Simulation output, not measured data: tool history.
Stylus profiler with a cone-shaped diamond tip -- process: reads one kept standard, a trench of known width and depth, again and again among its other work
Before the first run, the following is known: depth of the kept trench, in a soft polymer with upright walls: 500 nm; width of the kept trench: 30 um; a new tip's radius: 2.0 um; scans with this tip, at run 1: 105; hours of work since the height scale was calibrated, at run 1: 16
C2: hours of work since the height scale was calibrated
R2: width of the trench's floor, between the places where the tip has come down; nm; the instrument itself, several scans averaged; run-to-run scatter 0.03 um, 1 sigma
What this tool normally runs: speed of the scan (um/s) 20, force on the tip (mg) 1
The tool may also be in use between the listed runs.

Run 1, day 0: usual settings; scans with this tip 105; C2 16. Result: depth of the trench (Å) 5043, R2 27220 nm.
Run 2, day 0.433: usual settings; scans with this tip 144; C2 22. Result: depth of the trench (Å) 5040.2, R2 27170 nm.
Run 3, day 1.3: usual settings; scans with this tip 224; C2 35. Result: depth of the trench (Å) 5043.6, R2 27220 nm.
Run 4, day 1.979: usual settings; scans with this tip 287; C2 44. Result: depth of the trench (Å) 5042.3, R2 27220 nm.
Run 5, day 2.817: usual settings but speed of the scan (um/s) 23; scans with this tip 364; C2 56. Result: depth of the trench (Å) 5042.5, R2 27100 nm.
Run 6, day 3.462: usual settings but force on the tip (mg) 0.43; scans with this tip 423; C2 66. Result: depth of the trench (Å) 5025.7, R2 27080 nm.
Run 7, day 4.354: usual settings but speed of the scan (um/s) 22; scans with this tip 505; C2 78. Result: depth of the trench (Å) 5045.1, R2 27140 nm.
Run 8, day 4.812: usual settings but speed of the scan (um/s) 22, force on the tip (mg) 1.27; scans with this tip 547; C2 85. Result: depth of the trench (Å) 5049.1, R2 27210 nm.
Run 9, day 5.521: usual settings but speed of the scan (um/s) 22, force on the tip (mg) 1.27; scans with this tip 612; C2 95. Result: depth of the trench (Å) 5052.1, R2 27120 nm.
Run 10, day 6.262: usual settings but speed of the scan (um/s) 22, force on the tip (mg) 1.27; scans with this tip 680; C2 105. Result: depth of the trench (Å) 5052.6, R2 27150 nm.
Run 11, day 6.942: usual settings but speed of the scan (um/s) 22, force on the tip (mg) 1.27; scans with this tip 742; C2 115. Result: depth of the trench (Å) 5050.6, R2 27120 nm.
Run 12, day 7.308: usual settings but speed of the scan (um/s) 6, force on the tip (mg) 1.91; scans with this tip 776; C2 120. Result: depth of the trench (Å) 5066.4, R2 27380 nm.
Run 13, day 7.983: usual settings but speed of the scan (um/s) 6, force on the tip (mg) 1.91; scans with this tip 838; C2 130. Result: depth of the trench (Å) 5065.2, R2 27260 nm.
Run 14, day 8.675: usual settings but speed of the scan (um/s) 6, force on the tip (mg) 1.91; scans with this tip 902; C2 140. Result: depth of the trench (Å) 5065.8, R2 27230 nm.
At day 8.775: height scale calibrated on a step standard.
Run 15, day 9.283: usual settings but speed of the scan (um/s) 8, force on the tip (mg) 0.65; scans with this tip 955; C2 7. Result: depth of the trench (Å) 5035.5, R2 27170 nm.
Run 16, day 9.788: usual settings but speed of the scan (um/s) 8, force on the tip (mg) 0.65; scans with this tip 1002; C2 14. Result: depth of the trench (Å) 5036.6, R2 27180 nm.
Run 17, day 10.3: usual settings but speed of the scan (um/s) 8, force on the tip (mg) 0.65; scans with this tip 1049; C2 22. Result: depth of the trench (Å) 5035.6, R2 27170 nm.
Run 18, day 10.738: usual settings but speed of the scan (um/s) 36, force on the tip (mg) 1.53; scans with this tip 1089; C2 28. Result: depth of the trench (Å) 5061.4, R2 26970 nm.
Run 19, day 11.396: usual settings but speed of the scan (um/s) 6, force on the tip (mg) 1.58; scans with this tip 1149; C2 37. Result: depth of the trench (Å) 5060.4, R2 27220 nm.
Run 20, day 11.904: usual settings but speed of the scan (um/s) 8, force on the tip (mg) 0.83; scans with this tip 1196; C2 45. Result: depth of the trench (Å) 5042.2, R2 27230 nm.
At day 12.492: height scale calibrated on a step standard, once more.
Run 21, day 12.758: usual settings but speed of the scan (um/s) 8, force on the tip (mg) 0.83; scans with this tip 1273; C2 4. Result: depth of the trench (Å) 5035.2, R2 27180 nm.

Some steps in depth of the trench (Å) between neighbouring runs. How much of each would the tool show without its hidden state too (settings, what came in, random variation), and how much is left for the hidden state, with any gauge scatter that isn't in both results?
Hidden state at play: radius of the tip, um; height scale over the true one, %; drift of the gauge itself on depth_nm, %; drift of the gauge itself on floor_um, %.
Run 14 -> 15: speed of the scan (um/s) 6 -> 8, force on the tip (mg) 1.91 -> 0.65, height scale calibrated on a step standard. depth of the trench (Å) -30.3: hidden state +1.5, all else -31.8.
Run 17 -> 18: speed of the scan (um/s) 8 -> 36, force on the tip (mg) 0.65 -> 1.53. depth of the trench (Å) +25.8: hidden state +0.1, all else +25.7.
Run 20 -> 21: height scale calibrated on a step standard, once more. depth of the trench (Å) -7: hidden state -6.8, all else -0.2.
